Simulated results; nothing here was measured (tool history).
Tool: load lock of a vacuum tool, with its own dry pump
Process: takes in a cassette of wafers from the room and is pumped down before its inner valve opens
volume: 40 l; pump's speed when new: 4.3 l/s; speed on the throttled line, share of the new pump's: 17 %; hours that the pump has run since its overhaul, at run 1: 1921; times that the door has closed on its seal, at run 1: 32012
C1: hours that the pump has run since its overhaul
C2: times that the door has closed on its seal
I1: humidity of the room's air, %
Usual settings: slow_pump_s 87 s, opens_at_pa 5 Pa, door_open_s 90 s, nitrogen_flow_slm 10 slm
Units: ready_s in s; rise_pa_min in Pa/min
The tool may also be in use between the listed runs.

{"run": 1, "hour": 0.0, "slow_pump_s": 87, "opens_at_pa": 5, "door_open_s": 90, "nitrogen_flow_slm": 10, "C1": 1921, "C2": 32012, "I1": 45.3, "ready_s": 166.9, "rise_pa_min": 0.199}
{"run": 2, "hour": 149.0, "slow_pump_s": 87, "opens_at_pa": 7, "door_open_s": 90, "nitrogen_flow_slm": 10, "C1": 2070, "C2": 32716, "I1": 45.6, "ready_s": 163.4, "rise_pa_min": 0.195}
{"run": 3, "hour": 307.2, "slow_pump_s": 52, "opens_at_pa": 5, "door_open_s": 90, "nitrogen_flow_slm": 10, "C1": 2228, "C2": 33464, "I1": 45.7, "ready_s": 137.0, "rise_pa_min": 0.21}
{"run": 4, "hour": 488.8, "slow_pump_s": 52, "opens_at_pa": 5, "door_open_s": 90, "nitrogen_flow_slm": 10, "C1": 2410, "C2": 34323, "I1": 42.1, "ready_s": 137.1, "rise_pa_min": 0.212}
{"run": 5, "hour": 596.3, "slow_pump_s": 52, "opens_at_pa": 5, "door_open_s": 90, "nitrogen_flow_slm": 10, "C1": 2518, "C2": 34831, "I1": 46.1, "ready_s": 137.2, "rise_pa_min": 0.213}
{"run": 6, "hour": 742.6, "slow_pump_s": 87, "opens_at_pa": 5, "door_open_s": 227, "nitrogen_flow_slm": 10, "C1": 2664, "C2": 35522, "I1": 46.0, "ready_s": 166.9, "rise_pa_min": 0.249}
{"run": 7, "hour": 986.2, "slow_pump_s": 87, "opens_at_pa": 5, "door_open_s": 227, "nitrogen_flow_slm": 10, "C1": 2907, "C2": 36673, "I1": 44.3, "ready_s": 167.1, "rise_pa_min": 0.253}
{"run": 8, "hour": 1179.2, "slow_pump_s": 87, "opens_at_pa": 5, "door_open_s": 227, "nitrogen_flow_slm": 10, "C1": 3100, "C2": 37586, "I1": 43.6, "ready_s": 166.4, "rise_pa_min": 0.262}
{"run": 9, "hour": 1306.4, "slow_pump_s": 87, "opens_at_pa": 5, "door_open_s": 227, "nitrogen_flow_slm": 10, "C1": 3228, "C2": 38187, "I1": 45.1, "ready_s": 166.6, "rise_pa_min": 0.272}
{"run": 10, "hour": 1469.4, "slow_pump_s": 87, "opens_at_pa": 5, "door_open_s": 227, "nitrogen_flow_slm": 10, "C1": 3391, "C2": 38957, "I1": 45.8, "ready_s": 166.8, "rise_pa_min": 0.276}
{"run": 11, "hour": 1670.2, "slow_pump_s": 87, "opens_at_pa": 5, "door_open_s": 227, "nitrogen_flow_slm": 10, "C1": 3591, "C2": 39906, "I1": 45.0, "ready_s": 165.9, "rise_pa_min": 0.29}
{"run": 12, "hour": 1812.2, "slow_pump_s": 87, "opens_at_pa": 5, "door_open_s": 227, "nitrogen_flow_slm": 10, "C1": 3733, "C2": 40577, "I1": 39.8, "ready_s": 167.8, "rise_pa_min": 0.289}
{"run": 13, "hour": 2052.8, "slow_pump_s": 87, "opens_at_pa": 5, "door_open_s": 227, "nitrogen_flow_slm": 10, "C1": 3974, "C2": 41714, "I1": 44.0, "ready_s": 167.6, "rise_pa_min": 0.293}
{"run": 14, "hour": 2288.9, "slow_pump_s": 87, "opens_at_pa": 5, "door_open_s": 227, "nitrogen_flow_slm": 10, "C1": 4210, "C2": 42831, "I1": 46.8, "ready_s": 167.0, "rise_pa_min": 0.309}
{"run": 15, "hour": 2462.8, "slow_pump_s": 87, "opens_at_pa": 5, "door_open_s": 227, "nitrogen_flow_slm": 10, "C1": 4384, "C2": 43652, "I1": 46.7, "ready_s": 167.2, "rise_pa_min": 0.318}
{"run": 16, "hour": 2711.2, "slow_pump_s": 87, "opens_at_pa": 5, "door_open_s": 227, "nitrogen_flow_slm": 10, "C1": 4632, "C2": 44826, "I1": 42.1, "ready_s": 167.8, "rise_pa_min": 0.332}
{"run": 17, "hour": 2943.8, "slow_pump_s": 55, "opens_at_pa": 5, "door_open_s": 90, "nitrogen_flow_slm": 10, "C1": 4865, "C2": 45925, "I1": 47.9, "ready_s": 141.0, "rise_pa_min": 0.317}
{"run": 18, "hour": 3120.1, "slow_pump_s": 87, "opens_at_pa": 5, "door_open_s": 90, "nitrogen_flow_slm": 20, "C1": 5041, "C2": 46759, "I1": 46.5, "ready_s": 167.7, "rise_pa_min": 0.31}
{"run": 19, "hour": 3231.4, "slow_pump_s": 87, "opens_at_pa": 8, "door_open_s": 84, "nitrogen_flow_slm": 21, "C1": 5153, "C2": 47285, "I1": 48.5, "ready_s": 162.4, "rise_pa_min": 0.32}
{"run": 20, "hour": 3457.4, "slow_pump_s": 87, "opens_at_pa": 5, "door_open_s": 142, "nitrogen_flow_slm": 44, "C1": 5379, "C2": 48353, "I1": 43.3, "ready_s": 167.5, "rise_pa_min": 0.334}
{"run": 21, "hour": 3719.4, "slow_pump_s": 87, "opens_at_pa": 5, "door_open_s": 142, "nitrogen_flow_slm": 44, "C1": 5641, "C2": 49591, "I1": 45.0, "ready_s": 168.6, "rise_pa_min": 0.352}
{"run": 22, "hour": 3961.7, "slow_pump_s": 87, "opens_at_pa": 10, "door_open_s": 52, "nitrogen_flow_slm": 10, "C1": 5883, "C2": 50736, "I1": 48.0, "ready_s": 160.4, "rise_pa_min": 0.362}
{"run": 23, "hour": 4163.6, "slow_pump_s": 87, "opens_at_pa": 7, "door_open_s": 75, "nitrogen_flow_slm": 4, "C1": 6085, "C2": 51691, "I1": 50.3, "ready_s": 164.7, "rise_pa_min": 0.395}
{"run": 24, "hour": 4311.5, "slow_pump_s": 87, "opens_at_pa": 10, "door_open_s": 90, "nitrogen_flow_slm": 9, "C1": 6233, "C2": 52390, "I1": 42.9, "ready_s": 161.7, "rise_pa_min": 0.388}
{"run": 25, "hour": 4552.4, "slow_pump_s": 87, "opens_at_pa": 5, "door_open_s": 90, "nitrogen_flow_slm": 5, "C1": 6474, "C2": 53528, "I1": 45.5, "ready_s": 168.4, "rise_pa_min": 0.414}
{"run": 26, "hour": 4764.0, "slow_pump_s": 54, "opens_at_pa": 6, "door_open_s": 89, "nitrogen_flow_slm": 7, "C1": 6685, "C2": 54528, "I1": 46.4, "ready_s": 139.4, "rise_pa_min": 0.415}
{"run": 27, "hour": 5015.2, "slow_pump_s": 54, "opens_at_pa": 6, "door_open_s": 89, "nitrogen_flow_slm": 7, "C1": 6936, "C2": 55716, "I1": 44.9, "ready_s": 139.7, "rise_pa_min": 0.43}
{"run": 28, "hour": 5219.9, "slow_pump_s": 54, "opens_at_pa": 6, "door_open_s": 89, "nitrogen_flow_slm": 7, "C1": 7141, "C2": 56683, "I1": 40.8, "ready_s": 139.7, "rise_pa_min": 0.443}
{"run": 29, "hour": 5415.9, "slow_pump_s": 54, "opens_at_pa": 6, "door_open_s": 89, "nitrogen_flow_slm": 7, "C1": 7337, "C2": 57610, "I1": 48.4, "ready_s": 140.2, "rise_pa_min": 0.457}
{"run": 30, "hour": 5534.7, "slow_pump_s": 54, "opens_at_pa": 6, "door_open_s": 89, "nitrogen_flow_slm": 7, "C1": 7456, "C2": 58171, "I1": 44.7, "ready_s": 140.1, "rise_pa_min": 0.468}
{"run": 31, "hour": 5687.7, "slow_pump_s": 140, "opens_at_pa": 8, "door_open_s": 48, "nitrogen_flow_slm": 5, "C1": 7609, "C2": 58894, "I1": 45.0, "ready_s": 207.7, "rise_pa_min": 0.468}
{"run": 32, "hour": 5829.9, "slow_pump_s": 140, "opens_at_pa": 8, "door_open_s": 48, "nitrogen_flow_slm": 5, "C1": 7751, "C2": 59566, "I1": 46.6, "ready_s": 207.6, "rise_pa_min": 0.47}
{"run": 33, "hour": 5998.9, "slow_pump_s": 140, "opens_at_pa": 8, "door_open_s": 48, "nitrogen_flow_slm": 5, "C1": 7920, "C2": 60365, "I1": 46.9, "ready_s": 207.9, "rise_pa_min": 0.484}
{"run": 34, "hour": 6245.2, "slow_pump_s": 87, "opens_at_pa": 9, "door_open_s": 90, "nitrogen_flow_slm": 8, "C1": 8166, "C2": 61529, "I1": 39.3, "ready_s": 162.4, "rise_pa_min": 0.484}
{"run": 35, "hour": 6506.8, "slow_pump_s": 87, "opens_at_pa": 6, "door_open_s": 90, "nitrogen_flow_slm": 28, "C1": 8428, "C2": 62765, "I1": 44.6, "ready_s": 166.8, "rise_pa_min": 0.49}
{"hour": 6571.0, "done": "door's seal changed, seat wiped"}
{"run": 36, "hour": 6758.7, "slow_pump_s": 87, "opens_at_pa": 5, "door_open_s": 90, "nitrogen_flow_slm": 10, "C1": 8678, "C2": 887, "I1": 45.5, "ready_s": 170.1, "rise_pa_min": 0.033}

Hidden state at the last listed run before each entry between runs and at the first one after, where it differs:
Between runs 35 and 36: door's seal changed, seat wiped (hour 6571.0)
  pump's speed, % of a new pump's: 97 -> 96.9; leak at the door's seal, Pa l/s: 0.3224 -> 0.0033
  measured less the result without the state, ready_s: +2.6 -> +2.5 s; rise_pa_min: +0.479 -> +0.002 Pa/min

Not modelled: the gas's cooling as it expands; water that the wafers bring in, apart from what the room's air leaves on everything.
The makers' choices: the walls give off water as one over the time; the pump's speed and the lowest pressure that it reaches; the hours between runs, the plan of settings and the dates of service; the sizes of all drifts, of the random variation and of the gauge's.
